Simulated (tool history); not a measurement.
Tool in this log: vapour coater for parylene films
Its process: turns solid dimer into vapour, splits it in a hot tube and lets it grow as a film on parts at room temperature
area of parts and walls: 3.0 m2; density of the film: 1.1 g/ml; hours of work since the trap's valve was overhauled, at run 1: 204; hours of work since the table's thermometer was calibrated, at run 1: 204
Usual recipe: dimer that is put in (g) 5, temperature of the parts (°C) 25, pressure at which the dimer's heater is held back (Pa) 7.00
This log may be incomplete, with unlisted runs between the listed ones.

run,day,dimer that is put in (g),temperature of the parts (°C),pressure at which the dimer's heater is held back (Pa),hours of work since the trap's valve was overhauled,hours of work since the table's thermometer was calibrated,thickness of the film (µm)
1,0.000,5,25,7.00,204,204,0.96
2,0.946,5,25,7.00,215,215,0.95
3,1.850,5,25,7.00,226,226,0.95
4,2.642,5,31,7.00,235,235,0.75
5,3.417,5,31,4.02,244,244,0.83
6,4.212,5,25,7.00,253,253,0.94
7,4.700,5,25,7.00,258,258,0.96
8,5.654,5,25,7.00,269,269,0.96
# day 5.867: trap's valve overhauled
9,6.312,6,25,10.29,5,275,1.07
10,7.167,6,25,10.29,15,285,1.06
11,7.633,5,28,2.50,20,290,0.96
12,8.129,5,28,2.50,26,296,0.97
13,8.971,5,28,2.50,36,305,0.92
14,9.679,5,28,2.50,44,313,0.95

Each row is a separate what-if for the run after 14, all from the same tool condition, not one after another. Results?
A,10.458,3,36,7.00,53,322,?
B,10.458,2,36,10.86,53,322,?
C,10.458,6,28,4.77,53,322,?
D,10.458,4,33,3.29,53,322,?
E,10.458,6,28,2.50,53,322,?

run,thickness of the film (µm)
A,0.39
B,0.22
C,1.08
D,0.59
E,1.14
With the hidden condition removed and each run's random variation left untouched, the same runs would have given:
run,thickness of the film (µm)
A,0.43
B,0.24
C,1.20
D,0.66
E,1.27
